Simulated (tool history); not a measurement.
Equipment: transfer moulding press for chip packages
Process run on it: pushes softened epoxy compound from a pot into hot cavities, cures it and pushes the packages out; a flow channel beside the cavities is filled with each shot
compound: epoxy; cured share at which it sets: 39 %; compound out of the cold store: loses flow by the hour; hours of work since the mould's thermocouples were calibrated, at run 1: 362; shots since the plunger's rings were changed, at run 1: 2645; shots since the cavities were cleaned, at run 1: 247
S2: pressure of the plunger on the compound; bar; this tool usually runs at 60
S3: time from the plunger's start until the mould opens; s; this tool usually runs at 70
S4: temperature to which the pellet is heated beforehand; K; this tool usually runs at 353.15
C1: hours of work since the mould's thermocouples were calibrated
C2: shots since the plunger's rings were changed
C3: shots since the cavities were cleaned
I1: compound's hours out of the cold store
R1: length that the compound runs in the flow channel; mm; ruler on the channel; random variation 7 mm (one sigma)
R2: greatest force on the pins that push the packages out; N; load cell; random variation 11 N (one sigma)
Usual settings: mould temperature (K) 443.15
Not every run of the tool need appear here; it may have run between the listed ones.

{"run": 1, "hour": 0.0, "mould temperature (K)": 443.15, "S2": 60, "S3": 70, "S4": 353.15, "C1": 362, "C2": 2645, "C3": 247, "I1": 9.5, "R1": 994, "R2": 527}
{"run": 2, "hour": 30.1, "mould temperature (K)": 443.15, "S2": 60, "S3": 70, "S4": 353.15, "C1": 378, "C2": 2982, "C3": 584, "I1": 27.9, "R1": 958, "R2": 501}
{"hour": 52.1, "done": "cavities cleaned with cleaning compound and waxed"}
{"run": 3, "hour": 52.1, "mould temperature (K)": 444.15, "S2": 60, "S3": 70, "S4": 353.15, "C1": 389, "C2": 3213, "C3": 0, "I1": 34.8, "R1": 928, "R2": 486}
{"run": 4, "hour": 83.6, "mould temperature (K)": 444.15, "S2": 60, "S3": 70, "S4": 353.15, "C1": 405, "C2": 3566, "C3": 353, "I1": 16.2, "R1": 987, "R2": 481}
{"run": 5, "hour": 106.0, "mould temperature (K)": 445.15, "S2": 60, "S3": 70, "S4": 353.15, "C1": 417, "C2": 3818, "C3": 605, "I1": 8.2, "R1": 1010, "R2": 449}
{"hour": 124.9, "done": "cavities cleaned with cleaning compound and waxed"}
{"run": 6, "hour": 129.3, "mould temperature (K)": 445.15, "S2": 60, "S3": 70, "S4": 353.15, "C1": 429, "C2": 4063, "C3": 49, "I1": 43.0, "R1": 925, "R2": 456}
{"run": 7, "hour": 144.2, "mould temperature (K)": 443.15, "S2": 60, "S3": 60, "S4": 353.15, "C1": 437, "C2": 4229, "C3": 215, "I1": 29.9, "R1": 949, "R2": 715}
{"run": 8, "hour": 164.1, "mould temperature (K)": 442.15, "S2": 60, "S3": 70, "S4": 353.15, "C1": 447, "C2": 4453, "C3": 439, "I1": 34.6, "R1": 930, "R2": 525}
{"hour": 186.1, "done": "mould's thermocouples calibrated"}
{"run": 9, "hour": 191.0, "mould temperature (K)": 442.15, "S2": 60, "S3": 70, "S4": 353.15, "C1": 3, "C2": 4733, "C3": 719, "I1": 19.6, "R1": 984, "R2": 547}
{"hour": 200.8, "done": "cavities cleaned with cleaning compound and waxed"}
{"hour": 210.2, "done": "plunger's sealing rings changed"}
{"run": 10, "hour": 218.3, "mould temperature (K)": 442.15, "S2": 60, "S3": 70, "S4": 353.15, "C1": 15, "C2": 91, "C3": 169, "I1": 43.7, "R1": 929, "R2": 509}
{"run": 11, "hour": 246.3, "mould temperature (K)": 442.15, "S2": 60, "S3": 70, "S4": 353.15, "C1": 30, "C2": 405, "C3": 483, "I1": 35.6, "R1": 939, "R2": 521}
{"run": 12, "hour": 262.7, "mould temperature (K)": 442.15, "S2": 60, "S3": 70, "S4": 353.15, "C1": 38, "C2": 588, "C3": 666, "I1": 44.6, "R1": 929, "R2": 529}
{"hour": 277.1, "done": "cavities cleaned with cleaning compound and waxed"}
{"run": 13, "hour": 277.7, "mould temperature (K)": 442.15, "S2": 60, "S3": 70, "S4": 353.15, "C1": 45, "C2": 741, "C3": 8, "I1": 47.1, "R1": 919, "R2": 505}
{"run": 14, "hour": 297.9, "mould temperature (K)": 442.15, "S2": 60, "S3": 70, "S4": 353.15, "C1": 56, "C2": 967, "C3": 234, "I1": 44.9, "R1": 909, "R2": 521}
{"run": 15, "hour": 313.8, "mould temperature (K)": 442.15, "S2": 60, "S3": 70, "S4": 353.15, "C1": 64, "C2": 1146, "C3": 413, "I1": 39.3, "R1": 928, "R2": 539}
{"run": 16, "hour": 342.3, "mould temperature (K)": 448.15, "S2": 58, "S3": 81, "S4": 353.15, "C1": 79, "C2": 1466, "C3": 733, "I1": 19.8, "R1": 929, "R2": 384}

Forecast run 17:
{"hour": 351.3, "done": "cavities cleaned with cleaning compound and waxed"}
{"run": 17, "hour": 374.4, "mould temperature (K)": 448.15, "S2": 58, "S3": 81, "S4": 353.15, "C1": 96, "C2": 1809, "C3": 259, "I1": 39.6, "R1": "?", "R2": "?"}

R1: 893 mm
R2: 372 N
Minus the tool's unlogged condition, the same run would have read R1 893 mm, R2 369 N.

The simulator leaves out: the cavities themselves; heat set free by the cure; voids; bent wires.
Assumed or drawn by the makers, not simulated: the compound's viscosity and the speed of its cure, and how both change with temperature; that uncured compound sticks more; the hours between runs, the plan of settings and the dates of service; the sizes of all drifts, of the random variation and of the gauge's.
